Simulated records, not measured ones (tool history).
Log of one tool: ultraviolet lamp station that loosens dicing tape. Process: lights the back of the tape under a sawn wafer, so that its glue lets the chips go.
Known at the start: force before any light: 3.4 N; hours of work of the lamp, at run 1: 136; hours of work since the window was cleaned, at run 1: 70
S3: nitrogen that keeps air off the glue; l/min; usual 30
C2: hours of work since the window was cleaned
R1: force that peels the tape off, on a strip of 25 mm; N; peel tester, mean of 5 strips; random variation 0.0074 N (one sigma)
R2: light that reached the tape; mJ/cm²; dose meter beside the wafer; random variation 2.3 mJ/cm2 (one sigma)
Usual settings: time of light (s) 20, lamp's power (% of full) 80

Run 1, day 0: usual settings; hours of work of the lamp 136; C2 70. Result: R1 0.311 N, R2 194 mJ/cm².
Run 2, day 0.475: usual settings; hours of work of the lamp 142; C2 77. Result: R1 0.309 N, R2 191 mJ/cm².
Run 3, day 0.929: usual settings; hours of work of the lamp 149; C2 83. Result: R1 0.316 N, R2 193 mJ/cm².
Run 4, day 1.329: usual settings; hours of work of the lamp 155; C2 89. Result: R1 0.296 N, R2 189 mJ/cm².
Run 5, day 1.55: usual settings; hours of work of the lamp 158; C2 92. Result: R1 0.327 N, R2 191 mJ/cm².
Run 6, day 1.779: usual settings; hours of work of the lamp 161; C2 95. Result: R1 0.307 N, R2 188 mJ/cm².
Run 7, day 2.133: usual settings; hours of work of the lamp 166; C2 100. Result: R1 0.317 N, R2 185 mJ/cm².
Run 8, day 2.408: usual settings; hours of work of the lamp 170; C2 104. Result: R1 0.306 N, R2 185 mJ/cm².
Run 9, day 2.9: usual settings; hours of work of the lamp 177; C2 111. Result: R1 0.333 N, R2 185 mJ/cm².
Run 10, day 3.217: usual settings but S3 27 l/min; hours of work of the lamp 181; C2 116. Result: R1 0.33 N, R2 187 mJ/cm².
Run 11, day 3.462: usual settings; hours of work of the lamp 185; C2 119. Result: R1 0.334 N, R2 183 mJ/cm².
Run 12, day 3.871: usual settings; hours of work of the lamp 191; C2 125. Result: R1 0.325 N, R2 183 mJ/cm².
Run 13, day 4.171: usual settings; hours of work of the lamp 195; C2 129. Result: R1 0.346 N, R2 185 mJ/cm².
Run 14, day 4.408: usual settings but lamp's power (% of full) 73, S3 15 l/min; hours of work of the lamp 198; C2 133. Result: R1 0.62 N, R2 166 mJ/cm².
Run 15, day 4.746: usual settings but lamp's power (% of full) 70; hours of work of the lamp 203; C2 137. Result: R1 0.409 N, R2 160 mJ/cm².
Run 16, day 5.004: usual settings but lamp's power (% of full) 74, S3 18 l/min; hours of work of the lamp 207; C2 141. Result: R1 0.517 N, R2 165 mJ/cm².
Run 17, day 5.529: usual settings but lamp's power (% of full) 74, S3 18 l/min; hours of work of the lamp 214; C2 148. Result: R1 0.557 N, R2 167 mJ/cm².
Run 18, day 6.054: usual settings but time of light (s) 15, lamp's power (% of full) 64, S3 40 l/min; hours of work of the lamp 222; C2 156. Result: R1 0.644 N, R2 109 mJ/cm².
Run 19, day 6.446: usual settings but time of light (s) 17; hours of work of the lamp 227; C2 161. Result: R1 0.444 N, R2 153 mJ/cm².
Run 20, day 6.958: usual settings but time of light (s) 17; hours of work of the lamp 234; C2 169. Result: R1 0.463 N, R2 152 mJ/cm².
Run 21, day 7.45: usual settings but time of light (s) 24, lamp's power (% of full) 70, S3 55 l/min; hours of work of the lamp 241; C2 176. Result: R1 0.239 N, R2 185 mJ/cm².
Run 22, day 7.704: usual settings but S3 18 l/min; hours of work of the lamp 245; C2 179. Result: R1 0.49 N, R2 175 mJ/cm².
Run 23, day 8: usual settings but time of light (s) 10, lamp's power (% of full) 94, S3 37 l/min; hours of work of the lamp 249; C2 183. Result: R1 0.726 N, R2 105 mJ/cm².
Run 24, day 8.312: usual settings but time of light (s) 10, lamp's power (% of full) 94, S3 37 l/min; hours of work of the lamp 254; C2 188. Result: R1 0.708 N, R2 105 mJ/cm².
Run 25, day 8.679: usual settings but lamp's power (% of full) 71, S3 41 l/min; hours of work of the lamp 259; C2 193. Result: R1 0.372 N, R2 159 mJ/cm².
Run 26, day 9.088: usual settings but time of light (s) 16, lamp's power (% of full) 93, S3 35 l/min; hours of work of the lamp 265; C2 199. Result: R1 0.389 N, R2 165 mJ/cm².

Some steps in R1 between neighbouring runs. How much of each would the tool show without its hidden state too (settings, what came in, random variation), and how much is left for the hidden state, with any gauge scatter that isn't in both results?
The hidden state here: lamp's light, % of a new lamp's; light that the window lets through, % of a clean one's; drift of the gauge itself on peel_n, %; drift of the gauge itself on dose_mj_cm2, %.
Run 13 -> 14: lamp's power (% of full) 80 -> 73, S3 30 -> 15. R1 +0.274 N: hidden state +0.054, all else +0.22.
Run 21 -> 22: time of light (s) 24 -> 20, lamp's power (% of full) 70 -> 80, S3 55 -> 18. R1 +0.251 N: hidden state +0.08, all else +0.171.
Run 24 -> 25: time of light (s) 10 -> 20, lamp's power (% of full) 94 -> 71, S3 37 -> 41. R1 -0.336 N: hidden state -0.076, all else -0.26.
